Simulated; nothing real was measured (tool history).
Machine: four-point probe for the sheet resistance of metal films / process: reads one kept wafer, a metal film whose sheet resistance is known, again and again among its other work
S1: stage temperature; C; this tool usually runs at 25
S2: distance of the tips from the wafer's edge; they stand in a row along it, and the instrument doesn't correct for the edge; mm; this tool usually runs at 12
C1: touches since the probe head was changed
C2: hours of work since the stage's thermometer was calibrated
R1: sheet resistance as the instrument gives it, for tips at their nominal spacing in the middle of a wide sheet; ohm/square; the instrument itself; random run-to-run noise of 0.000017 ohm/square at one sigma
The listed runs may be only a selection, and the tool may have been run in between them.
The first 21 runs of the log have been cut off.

run	hour	S1	S2	C1	C2	R1
22	876	25	71	91859	312	0.082545
23	932.2	30	6	94565	343	0.082365
24	985.9	19	22	97151	372	0.083043
25	1034	21	24	99467	399	0.08283
26	1068.9	21	24	101149	418	0.082844
27	1107.3	21	9	102997	439	0.082926
28	1147.5	31	20	104932	461	0.081955
29	1199.8	30	30	107454	490	0.082005
30	1241.9	29	5	109479	513	0.082491
31	1282.7	20	65	111446	536	0.082863
32	1310.3	35	38	112772	551	0.081507
33	1344.9	28	46	114440	570	0.082098
34	1376.7	35	17	115972	588	0.081526

Predict each of these 3 candidate next runs independently; none follows another, all start after run 34:
A	1403.9	27	36	117280	603	?
B	1403.9	31	29	117280	603	?
C	1403.9	20	18	117280	603	?

run	R1
A	0.082168
B	0.081827
C	0.082804
The same runs, with their run-to-run variation unchanged, on a tool lacking any hidden condition would have given:
run	R1
A	0.082752
B	0.082409
C	0.083394
